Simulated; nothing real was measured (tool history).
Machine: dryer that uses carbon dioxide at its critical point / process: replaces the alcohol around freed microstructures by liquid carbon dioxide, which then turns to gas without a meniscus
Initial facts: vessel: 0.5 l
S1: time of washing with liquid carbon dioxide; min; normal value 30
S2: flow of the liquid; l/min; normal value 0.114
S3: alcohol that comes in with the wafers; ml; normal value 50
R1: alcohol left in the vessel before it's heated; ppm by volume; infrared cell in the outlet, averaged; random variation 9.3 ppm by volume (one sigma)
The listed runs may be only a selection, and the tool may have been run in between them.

run	hour	S1	S2	S3	R1
1	0.0	30	0.114	50	741
2	27.8	30	0.100	50	1395
3	55.3	30	0.114	50	767
4	96.3	30	0.114	50	844
5	130.3	28	0.114	50	1173
6	170.2	30	0.186	50	109
# hour 193.4: inlet filter changed
7	193.4	30	0.186	51	101
8	224.6	30	0.182	50	115
9	264.6	30	0.114	50	661
10	303.6	30	0.114	50	691
11	335.2	30	0.114	98	1332
12	361.4	30	0.090	50	2046
13	380.4	30	0.114	50	771
14	407.6	30	0.114	50	786
15	432.5	30	0.114	50	800
16	472.9	30	0.114	50	832
17	497.8	30	0.114	50	877
18	527.5	30	0.091	50	2235
19	550.5	30	0.091	50	2260
20	579.7	30	0.091	66	3145
# hour 605.4: inlet filter changed
21	616.0	36	0.114	24	242
22	636.9	36	0.100	21	338
23	661.0	36	0.100	119	1202
24	682.3	36	0.169	27	176
25	701.6	30	0.114	111	1506
26	740.3	30	0.114	111	1485
27	762.8	20	0.111	111	8455
28	787.9	30	0.167	95	279
29	823.3	30	0.167	95	289
# hour 835.9: purifier's bed changed
30	848.7	28	0.170	83	146
31	877.0	28	0.170	83	157
32	915.5	21	0.184	46	343
33	940.9	21	0.184	46	344
34	958.3	21	0.184	46	358
35	984.1	21	0.193	100	594
# hour 1019.3: inlet filter changed
36	1024.5	34	0.091	51	963
37	1044.6	30	0.072	25	2078
38	1083.5	30	0.126	50	364
39	1105.2	30	0.094	50	1546
40	1137.2	40	0.079	50	1047

Below, each run's measurement less what the same run would have read without the hidden state. Both values contain the same run-to-run variation, but the gauge's scatter may not be the same in both:
The hidden state here: flow that reaches the vessel past the clogged filter, %; alcohol in the recycled carbon dioxide, ppm; drift of the gauge itself on alcohol_ppm, %.
run	R1
1	+218
2	+372
3	+262
4	+314
5	+428
6	+94
7	+82
8	+89
9	+143
10	+174
11	+299
12	+392
13	+242
14	+266
15	+282
16	+319
17	+352
18	+691
19	+728
20	+1044
21	+148
22	+162
23	+229
24	+160
25	+316
26	+364
27	+1131
28	+201
29	+215
30	+50
31	+61
32	+123
33	+134
34	+147
35	+259
36	+48
37	+89
38	+69
39	+178
40	+174
